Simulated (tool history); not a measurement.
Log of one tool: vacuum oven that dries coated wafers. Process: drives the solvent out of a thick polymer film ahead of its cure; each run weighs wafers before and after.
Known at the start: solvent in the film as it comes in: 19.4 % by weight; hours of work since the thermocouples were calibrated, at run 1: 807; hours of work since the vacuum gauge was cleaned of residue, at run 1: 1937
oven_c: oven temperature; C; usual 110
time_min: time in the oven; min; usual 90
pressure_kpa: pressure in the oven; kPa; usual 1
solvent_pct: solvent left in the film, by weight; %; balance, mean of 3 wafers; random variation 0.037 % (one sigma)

run,hour,oven_c,time_min,pressure_kpa,hours of work since the thermocouples were calibrated,hours of work since the vacuum gauge was cleaned of residue,solvent_pct
1,0,110,90,1,807,1937,1.77
2,63.8,110,90,0.97,842,1972,1.73
3,116.9,110,90,0.97,871,2002,1.75
4,172.3,110,90,1.89,902,2033,1.91
5,225.5,110,90,1.89,932,2062,1.94
6,278.1,110,90,1.89,961,2091,2.04
7,351.2,110,90,1.89,1001,2132,1.9
8,398.3,110,90,1.89,1027,2158,1.97
9,449.7,110,90,1.89,1056,2186,1.96
10,499,110,93,1,1083,2214,1.75
11,582.9,110,93,1,1130,2260,1.64
12,649.7,110,93,1,1167,2297,1.62
13,690.4,110,55,1,1189,2320,4.02
14,765.3,110,55,1,1231,2361,4.05
15,851.4,96,104,1.35,1278,2409,6.06
16,922,116,57,1.2,1317,2448,2.01
17,986.3,116,57,1.2,1353,2483,2.07
18,1028.6,112,71,1.21,1376,2507,2.19
19,1104.1,98,114,1,1418,2549,4.64
20,1165.2,110,90,0.6,1452,2583,1.68
# hour 1171.2: oven's thermocouples calibrated
21,1242.1,110,90,3.35,39,2624,2.33
22,1305.9,102,80,1.01,75,2659,4.94
23,1353.9,121,90,0.76,101,2686,0.25
24,1392.5,110,53,1,123,2707,4.23
25,1442.8,117,90,1,150,2735,0.58
26,1519.1,111,81,1,193,2777,1.86

Hidden state at the last listed run before each entry between runs and at the first one after, where it differs:
Between runs 20 and 21: oven's thermocouples calibrated (hour 1171.2)
  true wafer temperature over the reading, C: -0.03 -> -0.01

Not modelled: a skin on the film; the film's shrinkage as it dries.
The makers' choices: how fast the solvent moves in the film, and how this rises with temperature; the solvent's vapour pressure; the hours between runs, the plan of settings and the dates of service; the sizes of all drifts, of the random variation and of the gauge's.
